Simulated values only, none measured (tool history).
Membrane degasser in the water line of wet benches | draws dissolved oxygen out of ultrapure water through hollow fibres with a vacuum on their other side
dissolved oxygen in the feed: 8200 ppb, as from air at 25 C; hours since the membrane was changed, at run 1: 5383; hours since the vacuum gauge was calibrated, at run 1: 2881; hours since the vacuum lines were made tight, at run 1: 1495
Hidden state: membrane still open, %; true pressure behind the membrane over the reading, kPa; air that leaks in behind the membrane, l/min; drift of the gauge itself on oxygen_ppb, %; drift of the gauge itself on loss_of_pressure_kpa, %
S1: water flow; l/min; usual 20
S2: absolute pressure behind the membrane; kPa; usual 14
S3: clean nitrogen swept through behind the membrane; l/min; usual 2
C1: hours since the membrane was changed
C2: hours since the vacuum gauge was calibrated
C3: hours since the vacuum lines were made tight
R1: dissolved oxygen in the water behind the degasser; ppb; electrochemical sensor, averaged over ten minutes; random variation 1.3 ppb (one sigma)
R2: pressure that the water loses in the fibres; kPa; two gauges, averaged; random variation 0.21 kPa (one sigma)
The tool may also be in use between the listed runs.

run    hour  S1    S2    S3    C1    C2    C3     R1     R2
  1       0  20    14     2  5383  2881  1495  251.2  49.04
  2   149.1  20    17     2  5532  3030  1645  317.2  49.13
  3   233.4  20    17     2  5617  3114  1729  316.9  48.95
  4     316  28    17     2  5699  3197  1811  427.1  68.97
  5   451.7  20    14     2  5835  3332  1947  247.4  48.85
  6   531.6  20    14     2  5915  3412  2027    253  48.93
  7   640.8  16    14     2  6024  3522  2136  202.2  39.19
  8   763.8  30    14  3.99  6147  3645  2259  199.7  73.39
  9   898.7  30    14  3.99  6282  3779  2394  200.6  73.11
 10   985.3  19  18.8  0.82  6369  3866  2481  732.5  45.88
 11  1081.6  20  31.8  1.18  6465  3962  2577  979.7  48.24
 12  1208.5  18  33.6  1.16  6592  4089  2704  962.6  43.57

Forecast each of these 3 alternatives for the next run:
  A  1327.6  27  29.5  1.86  6711  4208  2823   ?   ?
  B  1327.6  28    27  1.11  6711  4208  2823   ?   ?
  C  1327.6  18  24.5  2.19  6711  4208  2823   ?   ?

run      R1     R2
  A   809.5  65.41
  B  1146.9  67.33
  C   400.7  43.58
Without the tool's hidden state the same runs would have given:
run      R1     R2
  A   809.4   66.6
  B  1146.7  68.56
  C   400.6  44.37
